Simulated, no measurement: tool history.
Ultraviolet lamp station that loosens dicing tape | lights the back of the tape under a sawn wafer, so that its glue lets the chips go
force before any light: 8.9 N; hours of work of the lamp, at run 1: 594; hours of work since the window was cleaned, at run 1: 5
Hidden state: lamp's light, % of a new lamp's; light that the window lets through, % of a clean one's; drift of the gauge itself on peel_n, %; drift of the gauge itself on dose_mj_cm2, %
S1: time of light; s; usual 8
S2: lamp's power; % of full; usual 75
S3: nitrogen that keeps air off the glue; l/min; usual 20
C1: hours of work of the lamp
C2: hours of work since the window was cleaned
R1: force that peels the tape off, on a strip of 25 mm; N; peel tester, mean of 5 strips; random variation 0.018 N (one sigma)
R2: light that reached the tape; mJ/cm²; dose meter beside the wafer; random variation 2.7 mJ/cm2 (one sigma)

Run 1, hour 0.0: usual settings; C1 594; C2 5. Result: R1 1.101 N, R2 319 mJ/cm².
Run 2, hour 59.9: usual settings; C1 627; C2 38. Result: R1 1.141 N, R2 314 mJ/cm².
Run 3, hour 87.9: usual settings; C1 643; C2 54. Result: R1 1.135 N, R2 307 mJ/cm².
Run 4, hour 139.9: usual settings but S1 9 s; C1 672; C2 83. Result: R1 0.944 N, R2 347 mJ/cm².
Run 5, hour 184.4: usual settings but S1 9 s; C1 697; C2 108. Result: R1 0.982 N, R2 339 mJ/cm².
Run 6, hour 217.8: usual settings but S1 9 s; C1 716; C2 127. Result: R1 0.967 N, R2 336 mJ/cm².
Run 7, hour 269.6: usual settings but S3 10 l/min; C1 745; C2 156. Result: R1 2.088 N, R2 297 mJ/cm².
Run 8, hour 310.5: usual settings but S1 6 s; C1 768; C2 179. Result: R1 2.060 N, R2 218 mJ/cm².
Run 9, hour 362.8: usual settings; C1 797; C2 208. Result: R1 1.351 N, R2 286 mJ/cm².
Run 10, hour 396.8: usual settings; C1 816; C2 227. Result: R1 1.360 N, R2 285 mJ/cm².
Run 11, hour 465.4: usual settings; C1 855; C2 266. Result: R1 1.450 N, R2 270 mJ/cm².
Run 12, hour 524.4: usual settings; C1 888; C2 299. Result: R1 1.510 N, R2 270 mJ/cm².
Run 13, hour 590.2: usual settings; C1 925; C2 336. Result: R1 1.549 N, R2 267 mJ/cm².
Run 14, hour 649.8: usual settings; C1 958; C2 369. Result: R1 1.536 N, R2 261 mJ/cm².
Run 15, hour 696.1: usual settings but S2 90 % of full; C1 984; C2 395. Result: R1 1.178 N, R2 310 mJ/cm².
Run 16, hour 738.6: usual settings but S2 90 % of full; C1 1008; C2 419. Result: R1 1.192 N, R2 309 mJ/cm².
Run 17, hour 785.1: usual settings; C1 1034; C2 445. Result: R1 1.714 N, R2 255 mJ/cm².
Run 18, hour 815.5: usual settings; C1 1051; C2 462. Result: R1 1.694 N, R2 249 mJ/cm².
Run 19, hour 858.3: usual settings but S2 92 % of full, S3 16 l/min; C1 1075; C2 486. Result: R1 1.392 N, R2 304 mJ/cm².
Run 20, hour 896.5: usual settings but S1 9 s, S2 71 % of full, S3 9 l/min; C1 1097; C2 508. Result: R1 2.747 N, R2 255 mJ/cm².
At hour 953.5: window cleaned of glue's vapour.
Run 21, hour 953.5: usual settings but S1 9 s, S2 71 % of full, S3 9 l/min; C1 1128; C2 0. Result: R1 2.093 N, R2 297 mJ/cm².
Run 22, hour 985.3: usual settings but S1 4 s, S2 73 % of full, S3 28 l/min; C1 1146; C2 18. Result: R1 3.147 N, R2 136 mJ/cm².
Run 23, hour 1049.0: usual settings but S1 11 s, S2 88 % of full; C1 1182; C2 54. Result: R1 0.512 N, R2 447 mJ/cm².
Run 24, hour 1081.2: usual settings but S1 11 s, S2 88 % of full; C1 1200; C2 72. Result: R1 0.553 N, R2 437 mJ/cm².
Run 25, hour 1118.4: usual settings but S1 11 s, S2 92 % of full, S3 13 l/min; C1 1221; C2 92. Result: R1 0.750 N, R2 455 mJ/cm².
Run 26, hour 1164.7: usual settings but S1 5 s; C1 1247; C2 118. Result: R1 2.961 N, R2 163 mJ/cm².
Run 27, hour 1229.3: usual settings but S1 12 s, S2 64 % of full, S3 8 l/min; C1 1283; C2 155. Result: R1 2.081 N, R2 326 mJ/cm².
Run 28, hour 1288.5: usual settings but S1 5 s, S2 63 % of full; C1 1316; C2 188. Result: R1 3.735 N, R2 131 mJ/cm².
Run 29, hour 1329.4: usual settings but S1 13 s, S2 96 % of full, S3 8 l/min; C1 1339; C2 211. Result: R1 0.908 N, R2 525 mJ/cm².
Run 30, hour 1359.1: usual settings but S1 13 s, S2 96 % of full, S3 8 l/min; C1 1356; C2 228. Result: R1 0.926 N, R2 510 mJ/cm².
Run 31, hour 1404.0: usual settings but S1 13 s, S2 81 % of full, S3 23 l/min; C1 1381; C2 253. Result: R1 0.494 N, R2 425 mJ/cm².
Run 32, hour 1451.2: usual settings but S1 11 s, S2 71 % of full, S3 8 l/min; C1 1408; C2 279. Result: R1 2.237 N, R2 317 mJ/cm².
Run 33, hour 1503.9: usual settings but S1 10 s; C1 1437; C2 309. Result: R1 1.297 N, R2 293 mJ/cm².
Run 34, hour 1544.8: usual settings but S1 4 s; C1 1460; C2 332. Result: R1 4.099 N, R2 116 mJ/cm².
Run 35, hour 1592.8: usual settings but S1 4 s, S2 66 % of full, S3 27 l/min; C1 1487; C2 359. Result: R1 4.204 N, R2 103 mJ/cm².
Run 36, hour 1637.8: usual settings but S1 6 s, S2 62 % of full; C1 1512; C2 384. Result: R1 3.475 N, R2 138 mJ/cm².

Hidden state or all else? Some run-to-run changes of R1, split into what the settings, what came in and random variation would give without the hidden state, and what is left for the hidden state (with any gauge scatter that isn't in both results):
Run 22 -> 23: S1 4 -> 11, S2 73 -> 88, S3 28 -> 20. R1 -2.635 N: hidden state -0.551, all else -2.084.
Run 28 -> 29: S1 5 -> 13, S2 63 -> 96, S3 20 -> 8. R1 -2.827 N: hidden state -0.626, all else -2.201.
Run 31 -> 32: S1 13 -> 11, S2 81 -> 71, S3 23 -> 8. R1 +1.743 N: hidden state +0.779, all else +0.964.
Run 33 -> 34: S1 10 -> 4. R1 +2.802 N: hidden state +0.623, all else +2.179.
